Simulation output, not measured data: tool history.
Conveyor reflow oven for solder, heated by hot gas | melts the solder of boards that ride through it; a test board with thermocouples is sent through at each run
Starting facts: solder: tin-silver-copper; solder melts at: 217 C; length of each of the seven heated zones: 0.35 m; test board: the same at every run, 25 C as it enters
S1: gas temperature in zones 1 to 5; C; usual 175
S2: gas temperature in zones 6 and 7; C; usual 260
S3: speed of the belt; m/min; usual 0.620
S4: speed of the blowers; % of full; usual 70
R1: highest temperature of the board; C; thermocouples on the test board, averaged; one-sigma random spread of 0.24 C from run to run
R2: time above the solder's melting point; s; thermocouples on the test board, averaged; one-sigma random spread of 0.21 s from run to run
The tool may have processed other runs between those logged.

{"run": 1, "hour": 0.0, "S1": 175, "S2": 260, "S3": 0.62, "S4": 70, "R1": 249.6, "R2": 51.3}
{"run": 2, "hour": 80.2, "S1": 175, "S2": 260, "S3": 0.62, "S4": 70, "R1": 248.8, "R2": 51.1}
{"run": 3, "hour": 161.7, "S1": 175, "S2": 260, "S3": 0.62, "S4": 70, "R1": 248.8, "R2": 51.0}
{"run": 4, "hour": 253.9, "S1": 175, "S2": 272, "S3": 0.62, "S4": 70, "R1": 259.3, "R2": 56.9}
{"run": 5, "hour": 318.0, "S1": 175, "S2": 272, "S3": 0.62, "S4": 70, "R1": 259.2, "R2": 56.8}
{"run": 6, "hour": 376.4, "S1": 175, "S2": 260, "S3": 0.565, "S4": 70, "R1": 250.2, "R2": 57.7}
{"run": 7, "hour": 458.2, "S1": 175, "S2": 260, "S3": 0.565, "S4": 70, "R1": 249.5, "R2": 57.6}
{"run": 8, "hour": 523.3, "S1": 175, "S2": 270, "S3": 0.565, "S4": 70, "R1": 258.4, "R2": 63.0}
{"run": 9, "hour": 613.0, "S1": 175, "S2": 260, "S3": 0.62, "S4": 70, "R1": 247.3, "R2": 49.7}
{"run": 10, "hour": 667.6, "S1": 175, "S2": 260, "S3": 0.62, "S4": 58, "R1": 244.5, "R2": 46.6}
{"hour": 719.5, "done": "flux residue cleaned out of gas plates and filters"}
{"run": 11, "hour": 762.5, "S1": 162, "S2": 260, "S3": 0.62, "S4": 70, "R1": 244.1, "R2": 42.0}
{"run": 12, "hour": 802.0, "S1": 175, "S2": 260, "S3": 0.62, "S4": 70, "R1": 245.4, "R2": 47.7}
{"run": 13, "hour": 845.0, "S1": 175, "S2": 260, "S3": 0.62, "S4": 70, "R1": 245.6, "R2": 47.7}
{"run": 14, "hour": 927.7, "S1": 175, "S2": 260, "S3": 0.62, "S4": 70, "R1": 245.2, "R2": 47.7}
{"run": 15, "hour": 1004.6, "S1": 175, "S2": 260, "S3": 0.62, "S4": 70, "R1": 245.2, "R2": 47.2}
{"run": 16, "hour": 1070.5, "S1": 175, "S2": 260, "S3": 0.62, "S4": 70, "R1": 244.5, "R2": 47.0}
{"hour": 1091.7, "done": "belt drive overhauled, speed set with a stopwatch"}
{"run": 17, "hour": 1131.9, "S1": 175, "S2": 260, "S3": 0.62, "S4": 70, "R1": 243.5, "R2": 45.0}
{"run": 18, "hour": 1200.6, "S1": 182, "S2": 262, "S3": 0.701, "S4": 70, "R1": 243.2, "R2": 40.1}
{"hour": 1231.7, "done": "flux residue cleaned out of gas plates and filters, once more"}
{"run": 19, "hour": 1286.1, "S1": 165, "S2": 262, "S3": 0.645, "S4": 70, "R1": 246.5, "R2": 43.6}
{"hour": 1332.8, "done": "thermocouples of zones 6 and 7 changed"}
{"run": 20, "hour": 1365.8, "S1": 165, "S2": 262, "S3": 0.645, "S4": 70, "R1": 248.5, "R2": 44.8}
{"run": 21, "hour": 1430.0, "S1": 161, "S2": 260, "S3": 0.656, "S4": 70, "R1": 245.6, "R2": 40.8}

Forecast run 22:
{"run": 22, "hour": 1472.6, "S1": 161, "S2": 260, "S3": 0.656, "S4": 70, "R1": "?", "R2": "?"}

R1: 245.1 C
R2: 40.2 s
Had the tool carried no hidden state, the very same run would have given R1 245.7 C, R2 40.8 s.
